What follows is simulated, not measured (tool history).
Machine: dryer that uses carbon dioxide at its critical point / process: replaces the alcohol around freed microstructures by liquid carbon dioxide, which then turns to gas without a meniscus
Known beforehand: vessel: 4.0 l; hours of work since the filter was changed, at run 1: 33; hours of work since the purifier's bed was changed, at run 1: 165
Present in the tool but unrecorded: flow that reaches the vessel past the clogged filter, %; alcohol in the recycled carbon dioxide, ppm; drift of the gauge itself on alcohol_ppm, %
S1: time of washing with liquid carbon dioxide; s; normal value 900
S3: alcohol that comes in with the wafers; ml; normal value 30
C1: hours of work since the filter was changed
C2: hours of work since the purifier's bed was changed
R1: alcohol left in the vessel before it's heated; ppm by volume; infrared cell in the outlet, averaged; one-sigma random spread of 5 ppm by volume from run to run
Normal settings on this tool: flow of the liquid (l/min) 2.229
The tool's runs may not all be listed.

run 1 day=0 | S1=900 flow_of_the_liquid_(l/min)=2.229 S3=30 | C1=33 C2=165 | R1=26
run 2 day=0.55 | S1=900 flow_of_the_liquid_(l/min)=2.229 S3=30 | C1=43 C2=175 | R1=37
run 3 day=1.183 | S1=900 flow_of_the_liquid_(l/min)=2.229 S3=30 | C1=54 C2=185 | R1=28
run 4 day=1.854 | S1=900 flow_of_the_liquid_(l/min)=2.229 S3=30 | C1=65 C2=197 | R1=25
run 5 day=2.479 | S1=900 flow_of_the_liquid_(l/min)=2.229 S3=111 | C1=76 C2=208 | R1=63
run 6 day=3.129 | S1=900 flow_of_the_liquid_(l/min)=2.229 S3=30 | C1=87 C2=219 | R1=36
run 7 day=3.638 | S1=900 flow_of_the_liquid_(l/min)=2.229 S3=30 | C1=96 C2=228 | R1=37
run 8 day=4.083 | S1=900 flow_of_the_liquid_(l/min)=2.229 S3=68 | C1=104 C2=236 | R1=53
run 9 day=4.608 | S1=900 flow_of_the_liquid_(l/min)=2.229 S3=68 | C1=113 C2=245 | R1=58
run 10 day=5.379 | S1=900 flow_of_the_liquid_(l/min)=2.229 S3=68 | C1=126 C2=258 | R1=54
run 11 day=5.979 | S1=900 flow_of_the_liquid_(l/min)=2.18 S3=30 | C1=136 C2=268 | R1=48
run 12 day=6.512 | S1=900 flow_of_the_liquid_(l/min)=2.18 S3=30 | C1=145 C2=277 | R1=50
run 13 day=7.017 | S1=900 flow_of_the_liquid_(l/min)=2.09 S3=30 | C1=154 C2=286 | R1=53
run 14 day=7.346 | S1=900 flow_of_the_liquid_(l/min)=2.09 S3=30 | C1=160 C2=292 | R1=47
run 15 day=7.942 | S1=900 flow_of_the_liquid_(l/min)=2.229 S3=61 | C1=170 C2=302 | R1=68
run 16 day=8.608 | S1=900 flow_of_the_liquid_(l/min)=2.229 S3=30 | C1=182 C2=313 | R1=57
run 17 day=9.329 | S1=900 flow_of_the_liquid_(l/min)=2.229 S3=30 | C1=194 C2=326 | R1=50
run 18 day=9.871 | S1=660 flow_of_the_liquid_(l/min)=2.229 S3=30 | C1=203 C2=335 | R1=103
run 19 day=10.583 | S1=660 flow_of_the_liquid_(l/min)=2.229 S3=30 | C1=216 C2=348 | R1=95
run 20 day=11.283 | S1=900 flow_of_the_liquid_(l/min)=2.229 S3=80 | C1=228 C2=360 | R1=74
run 21 day=12.088 | S1=1320 flow_of_the_liquid_(l/min)=2.229 S3=30 | C1=242 C2=373 | R1=57
run 22 day=12.412 | S1=660 flow_of_the_liquid_(l/min)=2.229 S3=30 | C1=247 C2=379 | R1=103
run 23 day=13.175 | S1=660 flow_of_the_liquid_(l/min)=2.229 S3=30 | C1=260 C2=392 | R1=112
run 24 day=13.558 | S1=1440 flow_of_the_liquid_(l/min)=1.87 S3=21 | C1=267 C2=399 | R1=61
run 25 day=14.358 | S1=1440 flow_of_the_liquid_(l/min)=1.87 S3=21 | C1=281 C2=413 | R1=49
run 26 day=15.033 | S1=1320 flow_of_the_liquid_(l/min)=2.14 S3=25 | C1=292 C2=424 | R1=59
run 27 day=15.517 | S1=1320 flow_of_the_liquid_(l/min)=2.229 S3=30 | C1=301 C2=433 | R1=46
run 28 day=16.004 | S1=660 flow_of_the_liquid_(l/min)=2.229 S3=30 | C1=309 C2=441 | R1=111
run 29 day=16.508 | S1=600 flow_of_the_liquid_(l/min)=2.229 S3=21 | C1=318 C2=450 | R1=119
run 30 day=17.183 | S1=600 flow_of_the_liquid_(l/min)=2.229 S3=21 | C1=329 C2=461 | R1=132
run 31 day=17.912 | S1=1140 flow_of_the_liquid_(l/min)=1.46 S3=29 | C1=342 C2=474 | R1=91
run 32 day=18.379 | S1=1140 flow_of_the_liquid_(l/min)=1.69 S3=35 | C1=350 C2=482 | R1=80
run 33 day=18.962 | S1=1140 flow_of_the_liquid_(l/min)=1.69 S3=35 | C1=360 C2=492 | R1=78
run 34 day=19.692 | S1=720 flow_of_the_liquid_(l/min)=2.31 S3=30 | C1=373 C2=505 | R1=93
run 35 day=20.454 | S1=900 flow_of_the_liquid_(l/min)=1.93 S3=30 | C1=386 C2=518 | R1=92
run 36 day=20.8 | S1=540 flow_of_the_liquid_(l/min)=1.93 S3=29 | C1=392 C2=524 | R1=309
run 37 day=21.292 | S1=540 flow_of_the_liquid_(l/min)=3.67 S3=88 | C1=400 C2=532 | R1=101
run 38 day=22.046 | S1=960 flow_of_the_liquid_(l/min)=3.12 S3=81 | C1=413 C2=545 | R1=74
run 39 day=22.579 | S1=600 flow_of_the_liquid_(l/min)=2.99 S3=81 | C1=422 C2=554 | R1=137
run 40 day=22.988 | S1=1200 flow_of_the_liquid_(l/min)=3.44 S3=57 | C1=429 C2=561 | R1=69
run 41 day=23.729 | S1=600 flow_of_the_liquid_(l/min)=1.84 S3=30 | C1=442 C2=574 | R1=290
run 42 day=24.517 | S1=1140 flow_of_the_liquid_(l/min)=2.84 S3=87 | C1=456 C2=588 | R1=76
run 43 day=25.242 | S1=1140 flow_of_the_liquid_(l/min)=2.84 S3=87 | C1=468 C2=600 | R1=70
run 44 day=25.988 | S1=900 flow_of_the_liquid_(l/min)=1.45 S3=30 | C1=481 C2=613 | R1=184

Forecast each of these 3 alternatives for the next run:
run A day=26.558 | S1=1320 flow_of_the_liquid_(l/min)=3.11 S3=45 | C1=491 C2=623 | R1=?
run B day=26.558 | S1=660 flow_of_the_liquid_(l/min)=3.63 S3=26 | C1=491 C2=623 | R1=?
run C day=26.558 | S1=960 flow_of_the_liquid_(l/min)=3.06 S3=25 | C1=491 C2=623 | R1=?

run=A R1=72
run=B R1=79
run=C R1=74
Had the tool no hidden state, the same runs would have come out as:
run=A R1=0
run=B R1=4
run=C R1=0
